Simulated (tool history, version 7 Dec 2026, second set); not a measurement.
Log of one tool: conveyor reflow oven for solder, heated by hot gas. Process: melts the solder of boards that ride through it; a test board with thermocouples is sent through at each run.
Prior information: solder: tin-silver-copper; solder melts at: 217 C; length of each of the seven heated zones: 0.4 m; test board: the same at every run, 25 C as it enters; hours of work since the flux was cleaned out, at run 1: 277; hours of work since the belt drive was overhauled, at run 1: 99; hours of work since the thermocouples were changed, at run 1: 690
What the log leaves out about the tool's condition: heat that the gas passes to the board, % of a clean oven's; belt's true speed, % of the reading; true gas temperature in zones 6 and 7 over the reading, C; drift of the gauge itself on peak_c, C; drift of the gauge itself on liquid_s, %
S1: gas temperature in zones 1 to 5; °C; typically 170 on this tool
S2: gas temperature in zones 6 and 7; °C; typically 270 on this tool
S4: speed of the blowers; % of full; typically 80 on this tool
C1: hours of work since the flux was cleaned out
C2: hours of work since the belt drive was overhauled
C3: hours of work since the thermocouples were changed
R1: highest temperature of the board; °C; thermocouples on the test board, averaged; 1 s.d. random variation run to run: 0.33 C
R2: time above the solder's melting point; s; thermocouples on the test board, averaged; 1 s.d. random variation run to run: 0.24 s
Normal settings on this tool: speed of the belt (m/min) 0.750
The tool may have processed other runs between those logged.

{"run": 1, "hour": 0.0, "S1": 170, "S2": 270, "speed of the belt (m/min)": 0.75, "S4": 80, "C1": 277, "C2": 99, "C3": 690, "R1": 244.2, "R2": 40.4}
{"run": 2, "hour": 22.9, "S1": 170, "S2": 270, "speed of the belt (m/min)": 0.75, "S4": 80, "C1": 294, "C2": 116, "C3": 708, "R1": 245.3, "R2": 39.8}
{"run": 3, "hour": 67.2, "S1": 170, "S2": 270, "speed of the belt (m/min)": 0.75, "S4": 80, "C1": 328, "C2": 150, "C3": 741, "R1": 244.7, "R2": 40.0}
{"hour": 80.7, "done": "flux residue cleaned out of gas plates and filters"}
{"run": 4, "hour": 124.3, "S1": 170, "S2": 270, "speed of the belt (m/min)": 0.75, "S4": 80, "C1": 33, "C2": 190, "C3": 781, "R1": 242.7, "R2": 38.3}
{"run": 5, "hour": 156.1, "S1": 170, "S2": 270, "speed of the belt (m/min)": 0.75, "S4": 80, "C1": 57, "C2": 214, "C3": 805, "R1": 242.6, "R2": 37.8}
{"run": 6, "hour": 205.5, "S1": 170, "S2": 270, "speed of the belt (m/min)": 0.75, "S4": 80, "C1": 95, "C2": 252, "C3": 843, "R1": 242.4, "R2": 37.9}
{"hour": 218.4, "done": "flux residue cleaned out of gas plates and filters, once more"}
{"run": 7, "hour": 262.5, "S1": 170, "S2": 270, "speed of the belt (m/min)": 0.75, "S4": 80, "C1": 34, "C2": 291, "C3": 883, "R1": 247.4, "R2": 42.8}
{"run": 8, "hour": 309.5, "S1": 170, "S2": 270, "speed of the belt (m/min)": 0.75, "S4": 80, "C1": 69, "C2": 327, "C3": 919, "R1": 247.2, "R2": 42.6}
{"run": 9, "hour": 348.4, "S1": 170, "S2": 270, "speed of the belt (m/min)": 0.75, "S4": 64, "C1": 99, "C2": 357, "C3": 948, "R1": 242.6, "R2": 38.2}
{"run": 10, "hour": 387.0, "S1": 170, "S2": 270, "speed of the belt (m/min)": 0.75, "S4": 64, "C1": 129, "C2": 386, "C3": 978, "R1": 242.7, "R2": 38.1}
{"run": 11, "hour": 435.5, "S1": 164, "S2": 275, "speed of the belt (m/min)": 0.75, "S4": 80, "C1": 166, "C2": 423, "C3": 1015, "R1": 249.3, "R2": 41.8}
{"hour": 458.0, "done": "thermocouples of zones 6 and 7 changed"}
{"run": 12, "hour": 488.7, "S1": 164, "S2": 275, "speed of the belt (m/min)": 0.75, "S4": 80, "C1": 205, "C2": 462, "C3": 23, "R1": 251.1, "R2": 42.7}
{"run": 13, "hour": 521.1, "S1": 178, "S2": 275, "speed of the belt (m/min)": 0.843, "S4": 53, "C1": 229, "C2": 487, "C3": 48, "R1": 240.0, "R2": 32.4}
{"run": 14, "hour": 542.6, "S1": 169, "S2": 275, "speed of the belt (m/min)": 0.843, "S4": 58, "C1": 246, "C2": 504, "C3": 65, "R1": 238.8, "R2": 29.3}
{"run": 15, "hour": 571.5, "S1": 169, "S2": 275, "speed of the belt (m/min)": 0.843, "S4": 58, "C1": 268, "C2": 526, "C3": 87, "R1": 239.1, "R2": 29.2}
{"run": 16, "hour": 613.4, "S1": 169, "S2": 275, "speed of the belt (m/min)": 0.843, "S4": 58, "C1": 300, "C2": 558, "C3": 119, "R1": 238.5, "R2": 28.7}

For each entry between runs, how does the tool's hidden state at the last listed run before it compare with that at the first listed run after it?
Runs 3 to 4: flux residue cleaned out of gas plates and filters (hour 80.7)
  heat that the gas passes to the board, % of a clean oven's: 90.5 -> 86.7; belt's true speed, % of the reading: 99.53 -> 99.45; true gas temperature in zones 6 and 7 over the reading, C: -1.66 -> -1.73
  measured less the result without the state, R1: -4.5 -> -6.1 °C; R2: -3.9 -> -5.5 s
Runs 6 to 7: flux residue cleaned out of gas plates and filters, once more (hour 218.4)
  heat that the gas passes to the board, % of a clean oven's: 85.2 -> 99.1; belt's true speed, % of the reading: 99.3 -> 99.21; true gas temperature in zones 6 and 7 over the reading, C: -1.85 -> -1.92
  measured less the result without the state, R1: -6.8 -> -1.6 °C; R2: -6.1 -> -0.7 s
Runs 11 to 12: thermocouples of zones 6 and 7 changed (hour 458.0)
  heat that the gas passes to the board, % of a clean oven's: 95.4 -> 94.4; belt's true speed, % of the reading: 98.89 -> 98.8; true gas temperature in zones 6 and 7 over the reading, C: -2.17 -> -0.11
  measured less the result without the state, R1: -3.0 -> -1.7 °C; R2: -1.8 -> -0.9 s
